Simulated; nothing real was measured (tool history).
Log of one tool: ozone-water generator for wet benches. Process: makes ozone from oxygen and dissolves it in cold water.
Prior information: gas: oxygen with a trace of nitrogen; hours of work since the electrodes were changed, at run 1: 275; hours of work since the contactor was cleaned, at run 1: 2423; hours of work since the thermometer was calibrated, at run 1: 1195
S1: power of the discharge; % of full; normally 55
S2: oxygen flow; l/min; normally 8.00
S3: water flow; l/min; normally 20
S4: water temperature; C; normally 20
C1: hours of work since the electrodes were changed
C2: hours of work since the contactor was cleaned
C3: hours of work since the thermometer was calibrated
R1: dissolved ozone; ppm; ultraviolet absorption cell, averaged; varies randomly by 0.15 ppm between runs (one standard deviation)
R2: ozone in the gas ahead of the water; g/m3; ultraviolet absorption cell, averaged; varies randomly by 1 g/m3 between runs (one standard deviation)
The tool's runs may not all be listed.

run 1 hour=0.0 | S1=55 S2=8.00 S3=20 S4=20 | C1=275 C2=2423 C3=1195 | R1=26.5 R2=196.8
run 2 hour=23.8 | S1=55 S2=8.00 S3=20 S4=20 | C1=293 C2=2441 C3=1214 | R1=26.7 R2=193.2
run 3 hour=54.0 | S1=55 S2=8.00 S3=20 S4=20 | C1=317 C2=2465 C3=1237 | R1=26.7 R2=193.2
run 4 hour=82.5 | S1=55 S2=8.00 S3=20 S4=20 | C1=339 C2=2487 C3=1259 | R1=26.3 R2=193.6
run 5 hour=104.2 | S1=94 S2=8.00 S3=20 S4=20 | C1=355 C2=2504 C3=1276 | R1=37.5 R2=276.0
run 6 hour=122.0 | S1=55 S2=8.00 S3=20 S4=20 | C1=369 C2=2518 C3=1290 | R1=26.8 R2=193.9
run 7 hour=137.4 | S1=55 S2=8.00 S3=20 S4=20 | C1=381 C2=2530 C3=1302 | R1=26.4 R2=195.2
run 8 hour=151.0 | S1=55 S2=8.00 S3=20 S4=20 | C1=392 C2=2540 C3=1312 | R1=26.3 R2=195.3
run 9 hour=172.7 | S1=45 S2=8.00 S3=20 S4=20 | C1=409 C2=2557 C3=1329 | R1=23.2 R2=170.7
run 10 hour=197.0 | S1=45 S2=8.00 S3=20 S4=20 | C1=428 C2=2576 C3=1348 | R1=23.2 R2=169.0
run 11 hour=212.9 | S1=45 S2=5.30 S3=20 S4=20 | C1=440 C2=2588 C3=1361 | R1=23.5 R2=207.5
run 12 hour=236.7 | S1=45 S2=5.30 S3=20 S4=20 | C1=458 C2=2607 C3=1379 | R1=23.5 R2=209.3
run 13 hour=251.8 | S1=45 S2=5.30 S3=20 S4=20 | C1=470 C2=2618 C3=1391 | R1=23.4 R2=208.2
-- hour=258.6 contactor cleaned
run 14 hour=279.0 | S1=68 S2=9.38 S3=14 S4=20 | C1=488 C2=16 C3=1409 | R1=37.2 R2=204.5
run 15 hour=307.0 | S1=55 S2=5.19 S3=16 S4=20 | C1=510 C2=38 C3=1430 | R1=31.3 R2=241.6
run 16 hour=334.6 | S1=55 S2=11.54 S3=16 S4=14 | C1=531 C2=59 C3=1452 | R1=32.9 R2=161.7
run 17 hour=364.5 | S1=55 S2=11.54 S3=16 S4=14 | C1=554 C2=82 C3=1475 | R1=33.1 R2=160.4
run 18 hour=390.9 | S1=55 S2=11.54 S3=16 S4=14 | C1=575 C2=103 C3=1496 | R1=32.8 R2=162.2
run 19 hour=413.0 | S1=55 S2=12.82 S3=13 S4=12 | C1=592 C2=120 C3=1513 | R1=37.4 R2=153.4
-- hour=441.6 contactor cleaned, once more
run 20 hour=447.0 | S1=55 S2=8.00 S3=25 S4=12 | C1=615 C2=4 C3=1536 | R1=25.6 R2=192.8
run 21 hour=460.6 | S1=55 S2=14.00 S3=25 S4=28 | C1=626 C2=15 C3=1547 | R1=18.3 R2=147.1
run 22 hour=488.7 | S1=73 S2=13.28 S3=20 S4=20 | C1=648 C2=37 C3=1568 | R1=30.1 R2=182.4

Branching from run 22: 4 alternative next runs. What would each branch give?
run A hour=509.0 | S1=77 S2=8.00 S3=14 S4=19 | C1=664 C2=52 C3=1584 | R1=? R2=?
run B hour=509.0 | S1=69 S2=4.26 S3=19 S4=20 | C1=664 C2=52 C3=1584 | R1=? R2=?
run C hour=509.0 | S1=41 S2=13.28 S3=20 S4=14 | C1=664 C2=52 C3=1584 | R1=? R2=?
run D hour=509.0 | S1=55 S2=9.41 S3=25 S4=20 | C1=664 C2=52 C3=1584 | R1=? R2=?

run=A R1=42.2 R2=241.3
run=B R1=32.3 R2=308.4
run=C R1=23.5 R2=124.5
run=D R1=22.6 R2=177.1
Without the tool's hidden state the same runs would have given:
run=A R1=42.2 R2=240.8
run=B R1=32.3 R2=307.7
run=C R1=23.6 R2=124.3
run=D R1=22.7 R2=176.8

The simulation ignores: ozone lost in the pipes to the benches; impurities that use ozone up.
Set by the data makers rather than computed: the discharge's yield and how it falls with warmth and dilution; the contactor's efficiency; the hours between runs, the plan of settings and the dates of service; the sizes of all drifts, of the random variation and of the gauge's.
